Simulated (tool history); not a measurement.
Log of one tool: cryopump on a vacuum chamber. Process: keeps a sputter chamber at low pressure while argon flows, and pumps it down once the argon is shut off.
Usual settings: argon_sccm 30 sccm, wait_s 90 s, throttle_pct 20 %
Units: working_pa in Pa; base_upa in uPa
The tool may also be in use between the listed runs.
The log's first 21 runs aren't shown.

run	day	argon_sccm	wait_s	throttle_pct	hours of work since the pump was warmed up and emptied	hours of work since the cold head was overhauled	hours of work since the chamber's fittings were tightened	working_pa	base_upa
22	29.600	14	191	22	80	1381	1799	0.0518	0.88
23	30.783	14	191	22	98	1399	1818	0.0527	0.88
24	31.725	25	25	21	113	1414	1832	0.0997	1.84
25	33.071	30	83	45	134	1435	1853	0.0560	1.04
26	34.454	30	83	45	155	1457	1875	0.0560	1.02
27	35.504	26	216	17	172	1473	1891	0.1250	0.92
28	36.983	30	171	16	195	1496	1914	0.1557	0.94
29	38.471	30	171	42	218	1519	1937	0.0617	0.97
30	39.850	26	25	20	239	1541	1959	0.1078	1.95
31	41.892	41	76	27	271	1572	1991	0.1276	1.20
32	43.325	23	112	27	293	1595	2013	0.0721	1.12
33	44.796	13	112	27	316	1618	2036	0.0401	1.15
34	46.425	42	75	27	342	1643	2061	0.1332	1.26

3 ways to go on from here, each from the tool as it stands after run 34. What would each give?
A	48.067	14	88	16	367	1669	2087	?	?
B	48.067	42	75	18	367	1669	2087	?	?
C	48.067	43	75	44	367	1669	2087	?	?

run	working_pa	base_upa
A	0.0744	1.27
B	0.1970	1.29
C	0.0873	1.31
Without the tool's hidden state the same runs would have given:
run	working_pa	base_upa
A	0.0717	0.47
B	0.1889	0.50
C	0.0790	0.52

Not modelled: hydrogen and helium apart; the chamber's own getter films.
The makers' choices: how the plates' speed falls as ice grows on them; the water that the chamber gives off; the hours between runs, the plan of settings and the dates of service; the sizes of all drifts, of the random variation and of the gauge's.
